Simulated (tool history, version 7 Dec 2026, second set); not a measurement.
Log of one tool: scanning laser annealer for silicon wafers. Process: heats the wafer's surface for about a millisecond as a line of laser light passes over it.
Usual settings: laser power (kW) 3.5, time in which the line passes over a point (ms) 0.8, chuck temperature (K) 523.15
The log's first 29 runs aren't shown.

run	hour	laser power (kW)	time in which the line passes over a point (ms)	chuck temperature (K)	highest temperature of the surface (K)
30	588.8	3.519	0.828	508.15	1251.15
31	605.5	3.329	0.828	508.15	1210.15
# hour 609.6: window over the wafer cleaned, once more
32	622.5	3.421	0.959	523.15	1349.15
33	639.9	3.406	0.911	533.15	1331.15
34	654.1	3.406	0.911	533.15	1331.15
35	676.7	3.406	0.911	533.15	1325.15
36	687.7	3.406	0.911	533.15	1327.15
37	713.1	3.406	0.911	533.15	1329.15
38	727.7	3.5	0.8	533.15	1289.15
39	741.8	3.237	0.8	505.15	1203.15
40	761.7	3.175	0.981	538.15	1309.15

4 ways to go on from here, each from the tool as it stands after run 40. What would each give?
A	779.4	3.465	0.981	494.15	?
B	779.4	2.98	0.903	549.15	?
C	779.4	3.791	0.764	518.15	?
D	779.4	3.175	0.643	554.15	?

run	highest temperature of the surface (K)
A	1334.15
B	1245.15
C	1307.15
D	1161.15
Without the tool's hidden state the same runs would have given:
run	highest temperature of the surface (K)
A	1359.15
B	1265.15
C	1330.15
D	1179.15
